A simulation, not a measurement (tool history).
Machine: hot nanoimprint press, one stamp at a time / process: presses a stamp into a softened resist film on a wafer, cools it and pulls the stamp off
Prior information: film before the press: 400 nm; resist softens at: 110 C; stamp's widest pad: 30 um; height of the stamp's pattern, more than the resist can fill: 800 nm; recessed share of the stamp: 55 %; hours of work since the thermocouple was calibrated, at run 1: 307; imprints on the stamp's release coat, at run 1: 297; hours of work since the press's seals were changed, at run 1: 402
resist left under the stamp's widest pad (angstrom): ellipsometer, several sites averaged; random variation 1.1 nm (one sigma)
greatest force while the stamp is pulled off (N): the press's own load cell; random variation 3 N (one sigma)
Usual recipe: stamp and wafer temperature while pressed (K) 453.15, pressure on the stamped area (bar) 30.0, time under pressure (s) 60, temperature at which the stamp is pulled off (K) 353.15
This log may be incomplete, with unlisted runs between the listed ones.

run	hour	stamp and wafer temperature while pressed (K)	pressure on the stamped area (bar)	time under pressure (s)	temperature at which the stamp is pulled off (K)	hours of work since the thermocouple was calibrated	imprints on the stamp's release coat	hours of work since the press's seals were changed	resist left under the stamp's widest pad (angstrom)	greatest force while the stamp is pulled off (N)
1	0.0	453.15	30.0	60	353.15	307	297	402	1810	151
2	81.5	453.15	30.0	60	353.15	345	576	440	1796	167
3	118.6	453.15	30.0	60	353.15	362	702	457	1814	170
4	185.1	453.15	30.0	60	353.15	393	930	488	1818	182
5	262.2	453.15	30.0	60	353.15	428	1194	524	1791	196
# hour 310.5: press's hydraulic seals changed and the load cell set to zero
6	337.9	453.15	30.0	60	353.15	460	1425	13	1769	209
7	403.6	453.15	30.0	60	353.15	490	1651	43	1754	230
# hour 442.0: stamp cleaned and given a new release coat
8	484.2	453.15	30.0	60	346.15	525	145	78	1749	159
9	521.1	453.15	30.0	60	346.15	542	271	95	1724	162
10	554.4	453.15	30.0	60	346.15	557	385	110	1736	172
# hour 596.2: plate thermocouple calibrated
11	607.2	453.15	30.0	60	346.15	5	555	133	1898	190
12	675.8	452.15	30.0	60	353.15	37	790	165	1985	177
13	750.5	453.15	30.1	66	360.15	72	1046	200	1808	168
14	829.6	459.15	26.8	60	353.15	108	1316	236	1484	206
15	877.0	444.15	42.6	115	353.15	130	1478	258	2020	221
16	940.5	444.15	42.6	115	353.15	160	1696	288	2018	232
# hour 965.5: stamp cleaned and given a new release coat
17	1003.4	453.15	22.5	60	353.15	186	129	314	2091	147
18	1073.8	453.15	24.5	34	350.15	219	370	347	2446	169
19	1132.5	460.15	30.0	60	338.15	246	571	374	1324	212

Expected results for the next run?
20	1169.2	460.15	30.0	60	338.15	263	697	391	?	?

resist left under the stamp's widest pad (angstrom): 1325
greatest force while the stamp is pulled off (N): 219
If the tool had no hidden condition, the same run with the same run-to-run variation would have returned resist left under the stamp's widest pad (angstrom) 1330, greatest force while the stamp is pulled off (N) 177.
